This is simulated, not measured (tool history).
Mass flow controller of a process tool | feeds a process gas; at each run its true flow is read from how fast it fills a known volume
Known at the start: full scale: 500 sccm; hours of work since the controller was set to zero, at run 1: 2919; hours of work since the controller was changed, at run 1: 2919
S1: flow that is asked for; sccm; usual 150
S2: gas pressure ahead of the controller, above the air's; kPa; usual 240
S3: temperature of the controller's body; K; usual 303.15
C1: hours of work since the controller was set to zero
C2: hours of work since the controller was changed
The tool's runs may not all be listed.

Run 1, hour 0.0: usual settings; C1 2919; C2 2919. Result: true flow (%) 96.10.
Run 2, hour 156.1: usual settings; C1 3000; C2 3000. Result: true flow (%) 96.08.
Run 3, hour 349.7: usual settings but S1 80 sccm; C1 3100; C2 3100. Result: true flow (%) 94.40.
Run 4, hour 553.2: usual settings but S3 295.15 K; C1 3206; C2 3206. Result: true flow (%) 96.55.
Run 5, hour 704.0: usual settings but S3 295.15 K; C1 3284; C2 3284. Result: true flow (%) 96.47.
Run 6, hour 922.1: usual settings but S3 295.15 K; C1 3397; C2 3397. Result: true flow (%) 96.21.
Run 7, hour 1125.2: usual settings but S1 418 sccm, S3 295.15 K; C1 3502; C2 3502. Result: true flow (%) 98.50.
Run 8, hour 1356.6: usual settings but S1 418 sccm, S3 295.15 K; C1 3622; C2 3622. Result: true flow (%) 98.29.
Run 9, hour 1455.1: usual settings but S3 298.15 K; C1 3673; C2 3673. Result: true flow (%) 95.96.
Run 10, hour 1572.7: usual settings but S3 298.15 K; C1 3733; C2 3733. Result: true flow (%) 95.94.
Run 11, hour 1710.7: usual settings but S3 298.15 K; C1 3805; C2 3805. Result: true flow (%) 95.88.
Run 12, hour 1916.4: usual settings; C1 3911; C2 3911. Result: true flow (%) 95.51.
Run 13, hour 2011.9: usual settings; C1 3961; C2 3961. Result: true flow (%) 95.50.
Run 14, hour 2230.7: usual settings but S1 269 sccm; C1 4074; C2 4074. Result: true flow (%) 96.73.
Run 15, hour 2374.6: usual settings but S2 269 kPa; C1 4148; C2 4148. Result: true flow (%) 95.24.
Run 16, hour 2603.9: usual settings but S2 233 kPa; C1 4267; C2 4267. Result: true flow (%) 95.38.
Run 17, hour 2811.3: usual settings but S2 233 kPa; C1 4374; C2 4374. Result: true flow (%) 95.27.
Run 18, hour 2919.3: usual settings but S2 233 kPa; C1 4430; C2 4430. Result: true flow (%) 95.20.
Run 19, hour 3015.4: usual settings but S2 233 kPa; C1 4480; C2 4480. Result: true flow (%) 95.27.
Run 20, hour 3189.7: usual settings but S1 58 sccm; C1 4570; C2 4570. Result: true flow (%) 91.20.
Run 21, hour 3385.6: usual settings but S2 231 kPa; C1 4672; C2 4672. Result: true flow (%) 95.23.
At hour 3543.0: controller's zero set anew.
Run 22, hour 3575.5: usual settings but S2 231 kPa; C1 17; C2 4770. Result: true flow (%) 97.42.
Run 23, hour 3693.5: usual settings but S2 189 kPa; C1 78; C2 4831. Result: true flow (%) 97.38.
Run 24, hour 3854.2: usual settings but S2 189 kPa; C1 161; C2 4914. Result: true flow (%) 97.46.
Run 25, hour 4072.2: usual settings but S1 427 sccm, S2 188 kPa, S3 308.15 K; C1 274; C2 5027. Result: true flow (%) 98.23.
Run 26, hour 4265.6: usual settings but S1 154 sccm, S2 152 kPa, S3 300.15 K; C1 374; C2 5127. Result: true flow (%) 97.50.
Run 27, hour 4411.1: usual settings but S1 52 sccm, S2 222 kPa, S3 306.15 K; C1 449; C2 5202. Result: true flow (%) 96.11.
Run 28, hour 4623.7: usual settings but S1 52 sccm, S2 222 kPa, S3 306.15 K; C1 559; C2 5312. Result: true flow (%) 95.84.
Run 29, hour 4815.3: usual settings but S1 52 sccm, S2 182 kPa, S3 306.15 K; C1 658; C2 5411. Result: true flow (%) 95.82.
Run 30, hour 5041.1: usual settings but S1 89 sccm, S2 182 kPa, S3 299.15 K; C1 775; C2 5528. Result: true flow (%) 96.70.
Run 31, hour 5195.7: usual settings but S1 73 sccm, S2 177 kPa, S3 310.15 K; C1 855; C2 5608. Result: true flow (%) 95.81.
Run 32, hour 5326.0: usual settings but S1 195 sccm, S2 218 kPa, S3 296.15 K; C1 923; C2 5676. Result: true flow (%) 97.44.
Run 33, hour 5502.4: usual settings but S3 301.15 K; C1 1014; C2 5767. Result: true flow (%) 96.85.
Run 34, hour 5646.6: usual settings but S1 85 sccm, S2 154 kPa, S3 298.15 K; C1 1089; C2 5842. Result: true flow (%) 96.50.
Run 35, hour 5841.3: usual settings but S1 272 sccm, S2 170 kPa, S3 298.15 K; C1 1189; C2 5942. Result: true flow (%) 97.85.
Run 36, hour 5950.2: usual settings but S1 272 sccm, S2 170 kPa, S3 298.15 K; C1 1246; C2 5999. Result: true flow (%) 97.71.
Run 37, hour 6079.4: usual settings but S1 323 sccm, S2 205 kPa, S3 298.15 K; C1 1313; C2 6066. Result: true flow (%) 97.93.
Run 38, hour 6277.7: usual settings but S1 107 sccm, S2 267 kPa, S3 307.15 K; C1 1415; C2 6168. Result: true flow (%) 95.59.
Run 39, hour 6422.8: usual settings but S1 107 sccm, S2 267 kPa, S3 307.15 K; C1 1490; C2 6243. Result: true flow (%) 95.52.
Run 40, hour 6640.4: usual settings but S1 359 sccm, S2 249 kPa, S3 311.15 K; C1 1603; C2 6356. Result: true flow (%) 97.02.
Run 41, hour 6804.8: usual settings but S1 70 sccm, S3 299.15 K; C1 1688; C2 6441. Result: true flow (%) 94.99.
Run 42, hour 6994.1: usual settings but S1 276 sccm, S2 181 kPa, S3 297.15 K; C1 1786; C2 6539. Result: true flow (%) 97.61.
Run 43, hour 7156.0: usual settings but S1 276 sccm, S2 181 kPa, S3 297.15 K; C1 1870; C2 6623. Result: true flow (%) 97.68.
Run 44, hour 7382.9: usual settings but S1 260 sccm, S2 142 kPa, S3 294.15 K; C1 1987; C2 6740. Result: true flow (%) 97.72.
Run 45, hour 7594.8: usual settings but S1 260 sccm, S2 142 kPa, S3 310.15 K; C1 2097; C2 6850. Result: true flow (%) 96.71.
Run 46, hour 7690.6: usual settings but S1 260 sccm, S2 142 kPa, S3 310.15 K; C1 2147; C2 6899. Result: true flow (%) 96.79.
Run 47, hour 7811.9: usual settings but S1 260 sccm, S2 142 kPa, S3 310.15 K; C1 2209; C2 6962. Result: true flow (%) 96.66.
Run 48, hour 7906.4: usual settings but S1 260 sccm, S2 142 kPa, S3 310.15 K; C1 2258; C2 7011. Result: true flow (%) 96.70.

Measured less the same run without the tool's hidden state. The same run-to-run variation is in both; the gauge's scatter may not be:
The hidden state here: flow at rest that the sensor doesn't see, % of full scale; true flow over the shown one, %; drift of the gauge itself on true_pct, %.
run  true flow (%)
  1          -2.10
  2          -2.15
  3          -3.54
  4          -2.28
  5          -2.33
  6          -2.38
  7          -1.36
  8          -1.39
  9          -2.56
 10          -2.60
 11          -2.66
 12          -2.72
 13          -2.75
 14          -1.93
 15          -2.86
 16          -2.93
 17          -3.00
 18          -3.04
 19          -3.06
 20          -6.70
 21          -3.19
 22          -0.93
 23          -0.97
 24          -1.01
 25          -0.99
 26          -1.15
 27          -1.68
 28          -1.86
 29          -2.03
 30          -1.71
 31          -1.96
 32          -1.39
 33          -1.57
 34          -2.06
 35          -1.39
 36          -1.41
 37          -1.38
 38          -2.13
 39          -2.19
 40          -1.45
 41          -3.04
 42          -1.63
 43          -1.66
 44          -1.75
 45          -1.80
 46          -1.82
 47          -1.85
 48          -1.87
